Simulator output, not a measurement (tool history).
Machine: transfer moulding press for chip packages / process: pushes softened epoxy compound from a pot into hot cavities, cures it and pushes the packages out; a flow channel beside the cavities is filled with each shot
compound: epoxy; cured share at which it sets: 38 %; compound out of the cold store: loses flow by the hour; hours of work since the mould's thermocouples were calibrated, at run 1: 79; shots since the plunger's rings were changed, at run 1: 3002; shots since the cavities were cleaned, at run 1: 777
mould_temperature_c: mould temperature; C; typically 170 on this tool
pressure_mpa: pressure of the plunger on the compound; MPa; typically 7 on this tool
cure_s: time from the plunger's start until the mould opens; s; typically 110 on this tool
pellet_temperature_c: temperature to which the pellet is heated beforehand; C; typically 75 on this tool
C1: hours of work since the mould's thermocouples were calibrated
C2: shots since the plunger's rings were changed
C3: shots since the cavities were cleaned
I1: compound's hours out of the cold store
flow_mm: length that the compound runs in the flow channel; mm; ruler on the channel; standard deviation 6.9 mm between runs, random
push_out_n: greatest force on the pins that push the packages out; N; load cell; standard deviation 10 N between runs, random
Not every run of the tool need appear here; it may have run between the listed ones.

Run 1, hour 0: usual settings; C1 79; C2 3002; C3 777; I1 23.2. Result: flow_mm 793 mm, push_out_n 936 N.
At hour 4.4: cavities cleaned with cleaning compound and waxed.
Run 2, hour 49: usual settings; C1 110; C2 3550; C3 515; I1 26.7. Result: flow_mm 773 mm, push_out_n 785 N.
At hour 78.3: cavities cleaned with cleaning compound and waxed.
Run 3, hour 91: usual settings; C1 137; C2 4017; C3 147; I1 8.1. Result: flow_mm 830 mm, push_out_n 629 N.
Run 4, hour 145.4: usual settings but cure_s 125 s; C1 173; C2 4644; C3 774; I1 39. Result: flow_mm 718 mm, push_out_n 861 N.
At hour 150.5: cavities cleaned with cleaning compound and waxed.
Run 5, hour 183.2: usual settings but cure_s 125 s; C1 197; C2 5062; C3 377; I1 9.7. Result: flow_mm 814 mm, push_out_n 703 N.
At hour 203.7: plunger's sealing rings changed.
At hour 227.9: cavities cleaned with cleaning compound and waxed.
Run 6, hour 246: usual settings but cure_s 125 s; C1 236; C2 470; C3 208; I1 19.4. Result: flow_mm 823 mm, push_out_n 631 N.
Run 7, hour 283.6: usual settings but cure_s 125 s; C1 260; C2 904; C3 642; I1 12.5. Result: flow_mm 858 mm, push_out_n 830 N.
At hour 300.5: cavities cleaned with cleaning compound and waxed.
Run 8, hour 314.6: usual settings but cure_s 125 s; C1 280; C2 1244; C3 163; I1 23.9. Result: flow_mm 810 mm, push_out_n 574 N.
Run 9, hour 347: usual settings but cure_s 125 s; C1 301; C2 1617; C3 536; I1 37.6. Result: flow_mm 759 mm, push_out_n 769 N.
At hour 377.2: cavities cleaned with cleaning compound and waxed.
Run 10, hour 388.7: usual settings; C1 328; C2 2080; C3 132; I1 42.6. Result: flow_mm 738 mm, push_out_n 580 N.
Run 11, hour 432.5: usual settings; C1 356; C2 2585; C3 637; I1 36. Result: flow_mm 753 mm, push_out_n 876 N.
At hour 451.7: cavities cleaned with cleaning compound and waxed.
Run 12, hour 470.4: usual settings but cure_s 129 s; C1 381; C2 3006; C3 217; I1 19.5. Result: flow_mm 804 mm, push_out_n 623 N.
Run 13, hour 519.3: usual settings but cure_s 129 s; C1 413; C2 3569; C3 780; I1 10.6. Result: flow_mm 825 mm, push_out_n 894 N.
At hour 524: cavities cleaned with cleaning compound and waxed.
Run 14, hour 563: usual settings but mould_temperature_c 177 C, pressure_mpa 8.3 MPa, cure_s 119 s, pellet_temperature_c 85 C; C1 441; C2 4056; C3 449; I1 10.1. Result: flow_mm 874 mm, push_out_n 697 N.
At hour 597.4: cavities cleaned with cleaning compound and waxed.
Run 15, hour 598: usual settings but mould_temperature_c 177 C, pressure_mpa 8.3 MPa, cure_s 119 s, pellet_temperature_c 85 C; C1 463; C2 4442; C3 7; I1 25.3. Result: flow_mm 817 mm, push_out_n 422 N.
Run 16, hour 651.7: usual settings but mould_temperature_c 177 C, pressure_mpa 8.3 MPa, cure_s 119 s, pellet_temperature_c 85 C; C1 498; C2 5062; C3 627; I1 42.1. Result: flow_mm 750 mm, push_out_n 773 N.
At hour 670.5: cavities cleaned with cleaning compound and waxed.
At hour 677.5: plunger's sealing rings changed.
Run 17, hour 720.6: usual settings but mould_temperature_c 177 C, pressure_mpa 8.3 MPa, pellet_temperature_c 85 C; C1 541; C2 496; C3 548; I1 35.2. Result: flow_mm 828 mm, push_out_n 758 N.
At hour 745: cavities cleaned with cleaning compound and waxed.
Run 18, hour 750: usual settings but mould_temperature_c 163 C, pressure_mpa 7.89 MPa, pellet_temperature_c 81 C; C1 559; C2 818; C3 58; I1 37.6. Result: flow_mm 861 mm, push_out_n 741 N.
Run 19, hour 781.1: usual settings but mould_temperature_c 164 C, pressure_mpa 6.47 MPa, pellet_temperature_c 83 C; C1 580; C2 1177; C3 417; I1 46. Result: flow_mm 738 mm, push_out_n 995 N.
At hour 817.2: cavities cleaned with cleaning compound and waxed.
Run 20, hour 838.8: usual settings but mould_temperature_c 174 C, pressure_mpa 6.63 MPa; C1 617; C2 1825; C3 249; I1 14.6. Result: flow_mm 806 mm, push_out_n 660 N.
At hour 886.8: mould's thermocouples calibrated.
At hour 892: cavities cleaned with cleaning compound and waxed.
Run 21, hour 904.7: usual settings but mould_temperature_c 165 C, pressure_mpa 7.83 MPa, cure_s 93 s, pellet_temperature_c 73 C; C1 11; C2 2544; C3 146; I1 36.3. Result: flow_mm 812 mm, push_out_n 1004 N.
Run 22, hour 947.8: usual settings but mould_temperature_c 169 C; C1 39; C2 3042; C3 644; I1 46.4. Result: flow_mm 729 mm, push_out_n 880 N.
At hour 965: cavities cleaned with cleaning compound and waxed.
Run 23, hour 1007: usual settings but mould_temperature_c 169 C; C1 77; C2 3707; C3 485; I1 47.2. Result: flow_mm 724 mm, push_out_n 848 N.
At hour 1038.2: cavities cleaned with cleaning compound and waxed.
Run 24, hour 1068.6: usual settings but mould_temperature_c 169 C, pressure_mpa 6.66 MPa, cure_s 104 s; C1 117; C2 4400; C3 351; I1 46.7. Result: flow_mm 696 mm, push_out_n 817 N.
Run 25, hour 1108: usual settings but mould_temperature_c 169 C, pressure_mpa 6.58 MPa, cure_s 104 s, pellet_temperature_c 68 C; C1 143; C2 4854; C3 805; I1 32. Result: flow_mm 717 mm, push_out_n 1051 N.
At hour 1114.5: cavities cleaned with cleaning compound and waxed.
Run 26, hour 1138.9: usual settings but mould_temperature_c 169 C, pressure_mpa 6.58 MPa, cure_s 107 s, pellet_temperature_c 71 C; C1 162; C2 5192; C3 281; I1 16.6. Result: flow_mm 753 mm, push_out_n 802 N.

3 options for the next run, each taken on its own from the tool as it stands now. Forecast them:
At hour 1148: plunger's sealing rings changed.
Run A, hour 1180.8: usual settings but mould_temperature_c 172 C, pressure_mpa 6.68 MPa, cure_s 107 s, pellet_temperature_c 71 C; C1 188; C2 378; C3 736; I1 12.2. Result: flow_mm ?, push_out_n ?.
At hour 1148: plunger's sealing rings changed.
Run B, hour 1180.8: usual settings but mould_temperature_c 173 C, pressure_mpa 5.53 MPa, cure_s 107 s, pellet_temperature_c 71 C; C1 188; C2 378; C3 736; I1 12.6. Result: flow_mm ?, push_out_n ?.
At hour 1148: plunger's sealing rings changed.
Run C, hour 1180.8: usual settings but mould_temperature_c 174 C, pressure_mpa 6.66 MPa, cure_s 128 s, pellet_temperature_c 71 C; C1 188; C2 378; C3 736; I1 25.3. Result: flow_mm ?, push_out_n ?.

run  flow_mm  push_out_n
  A      830         883
  B      756         883
  C      782         807
With no hidden state in the tool, these same runs would have given:
run  flow_mm  push_out_n
  A      833         447
  B      759         448
  C      785         411
